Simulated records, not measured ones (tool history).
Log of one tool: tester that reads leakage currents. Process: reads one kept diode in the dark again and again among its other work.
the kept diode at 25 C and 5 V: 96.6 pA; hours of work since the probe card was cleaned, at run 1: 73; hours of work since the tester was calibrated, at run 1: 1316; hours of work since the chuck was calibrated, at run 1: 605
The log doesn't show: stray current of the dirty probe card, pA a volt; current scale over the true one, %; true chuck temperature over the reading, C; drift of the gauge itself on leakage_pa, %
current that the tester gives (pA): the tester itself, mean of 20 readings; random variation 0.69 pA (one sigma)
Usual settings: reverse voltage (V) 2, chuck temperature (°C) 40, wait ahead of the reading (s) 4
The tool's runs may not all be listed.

run     day  reverse voltage (V)  chuck temperature (°C)  wait ahead of the reading (s)  hours of work since the probe card was cleaned  hours of work since the tester was calibrated  hours of work since the chuck was calibrated  current that the tester gives (pA)
  1       0                    2                      40                              4                                              73                                           1316                                           605                              216.77
  2   1.683                    2                      40                              4                                             101                                           1344                                           633                              216.76
  3   3.275                    2                      40                            3.9                                             128                                           1371                                           660                              215.77
  4   4.258                    2                      40                              4                                             145                                           1387                                           676                              216.07
  5   6.088                    2                      40                              4                                             175                                           1418                                           707                              215.74
  6   7.717                    2                      40                              4                                             203                                           1446                                           734                              215.22
  7   9.112                    2                      40                              4                                             226                                           1469                                           758                              213.94
  8  10.321                    2                      40                              4                                             247                                           1489                                           778                              214.02
  9  12.254                    2                      21                              4                                             279                                           1522                                           811                               42.81
 10  14.475                    2                      39                              4                                             317                                           1559                                           848                              197.67
 11  16.133                    2                      39                              4                                             345                                           1587                                           876                              195.82
 12  17.212                    2                      39                              4                                             363                                           1605                                           894                                 196
 13  18.617                    2                      39                              4                                             386                                           1629                                           918                              195.95
 14  20.096                    2                      39                              4                                             411                                           1654                                           943                              195.28
 15  22.054                    2                      40                              4                                             444                                           1687                                           976                              212.31
 16  23.825                    2                      40                              4                                             474                                           1717                                          1006                              211.57
     24.121  -- chuck's temperature calibrated
 17  25.492                    2                      43                              4                                             501                                           1744                                            23                              256.53
 18  27.292                 1.63                      40                              4                                             531                                           1774                                            53                              184.33
     29.571  -- chuck's temperature calibrated, once more
 19  29.654                 1.63                      40                              4                                             570                                           1812                                             1                              215.02
 20  30.958                 3.31                      40                              4                                             592                                           1834                                            23                              291.71
 21  32.621                    2                      40                              4                                             619                                           1862                                            51                              233.36
 22    34.1                    2                      40                              4                                             644                                           1887                                            76                              233.43
 23  36.012                    2                      40                           0.42                                             677                                           1919                                           108                              233.13
 24  37.425                 2.82                      37                           4.26                                             700                                           1943                                           132                              211.52
 25  39.146                 2.14                      33                           1.88                                             729                                           1972                                           161                              135.95
 26  41.217                 2.14                      33                           6.63                                             764                                           2007                                           196                               135.6
 27  42.321                 2.14                      33                           6.63                                             783                                           2026                                           215                               134.7
 28  43.396                 3.14                      33                           0.78                                             801                                           2044                                           233                              160.66
 29  45.208                10.12                      51                           0.89                                             831                                           2074                                           263                             1097.87
 30  46.333                 3.82                      40                           1.25                                             850                                           2093                                           282                              303.89
 31  47.412                10.61                      40                           5.07                                             869                                           2111                                           300                              484.52
 32  49.083                10.61                      57                           5.07                                             897                                           2139                                           329                             1730.22
 33    50.6                10.61                      35                           2.59                                             922                                           2165                                           354                              328.28
 34  52.225                    2                      47                           4.58                                             950                                           2192                                           382                              391.34
 35  53.758                 1.96                      28                           3.25                                             975                                           2218                                           407                               84.69
 36  56.033                 1.96                      28                           3.25                                            1014                                           2256                                           446                               85.28
 37  57.342                 4.24                      28                           0.98                                            1036                                           2279                                           468                              122.66
 38  59.633                 1.91                      32                           0.98                                            1074                                           2317                                           506                              116.73
     61.512  -- probe card cleaned and baked
 39  61.617                 1.91                      32                           0.98                                               2                                           2348                                           538                              111.94
 40  63.392                 1.91                      32                           0.98                                              32                                           2378                                           567                              111.68
 41  64.412                 7.09                      47                           1.45                                              49                                           2396                                           585                              661.28

Some steps in current that the tester gives (pA) between neighbouring runs. How much of each would the tool show without its hidden state too (settings, what came in, random variation), and how much is left for the hidden state, with any gauge scatter that isn't in both results?
Run 18 -> 19: chuck's temperature calibrated, once more. current that the tester gives (pA) +30.69: hidden state +30.03, all else +0.66.
Run 28 -> 29: reverse voltage (V) 3.14 -> 10.12, chuck temperature (°C) 33 -> 51, wait ahead of the reading (s) 0.78 -> 0.89. current that the tester gives (pA) +937.21: hidden state -2.76, all else +939.97.
Run 31 -> 32: chuck temperature (°C) 40 -> 57. current that the tester gives (pA) +1245.7: hidden state -25.67, all else +1271.37.
Run 32 -> 33: chuck temperature (°C) 57 -> 35, wait ahead of the reading (s) 5.07 -> 2.59. current that the tester gives (pA) -1401.94: hidden state +28.27, all else -1430.21.
